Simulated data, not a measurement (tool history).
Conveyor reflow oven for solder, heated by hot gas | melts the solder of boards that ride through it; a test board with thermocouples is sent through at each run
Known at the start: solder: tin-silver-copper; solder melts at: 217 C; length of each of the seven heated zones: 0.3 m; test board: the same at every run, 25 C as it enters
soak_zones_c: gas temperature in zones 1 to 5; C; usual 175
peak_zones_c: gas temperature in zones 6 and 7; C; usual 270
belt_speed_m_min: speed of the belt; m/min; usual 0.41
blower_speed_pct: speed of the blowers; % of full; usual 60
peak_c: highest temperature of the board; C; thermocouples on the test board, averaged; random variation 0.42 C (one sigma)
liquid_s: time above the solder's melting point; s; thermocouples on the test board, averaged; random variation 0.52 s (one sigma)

run	hour	soak_zones_c	peak_zones_c	belt_speed_m_min	blower_speed_pct	peak_c	liquid_s
1	0	175	270	0.41	60	255.8	70.6
# hour 10.2: flux residue cleaned out of gas plates and filters
2	21.1	175	270	0.41	60	254.5	68.3
3	38.9	175	270	0.41	60	254.2	68.1
4	59.6	163	270	0.41	60	251.8	60.9
5	76.2	163	270	0.41	60	252.1	61.6
6	97.6	163	270	0.41	60	251.6	60.5
# hour 120.1: flux residue cleaned out of gas plates and filters, once more
7	120.1	163	270	0.41	60	257.8	68.6
8	135.5	163	270	0.41	60	257.9	68
# hour 148: thermocouples of zones 6 and 7 changed
9	157.9	163	270	0.41	60	254.8	65
10	179.3	163	270	0.41	60	253.9	65.1
11	200.5	175	270	0.41	60	255.7	70.5
12	220.5	175	270	0.41	60	255.4	70.2
13	236.3	175	270	0.41	60	256.7	71.1
14	251.7	175	270	0.407	60	256.6	72
15	265.7	175	270	0.41	55	254.6	70.3
16	277.7	175	270	0.41	55	254.8	69.1
17	288.8	187	273	0.41	64	260.9	79.7
18	307.2	162	270	0.41	61	253.8	64.2
19	318.9	162	270	0.41	61	254.2	65.1
20	335.6	162	270	0.41	61	253.6	64.4
21	351.2	162	267	0.41	66	252.8	62.2
22	371	175	277	0.41	54	260.9	73.9
23	381.5	190	277	0.41	63	264.2	83.7
24	402.2	170	277	0.41	81	264.7	75.1
25	418.5	176	277	0.385	62	264.2	81.4
26	438.5	176	277	0.385	62	264.7	81.9
27	447.2	176	277	0.385	62	264.3	83.1
28	468.3	181	284	0.35	63	273.2	99.2

Forecast run 29:
29	481.9	180	276	0.443	73	?	?

Run 29 gave peak_c 260.7 C, liquid_s 70.9 s.
Without the tool's hidden state the same run would have given peak_c 262 C, liquid_s 70.2 s.
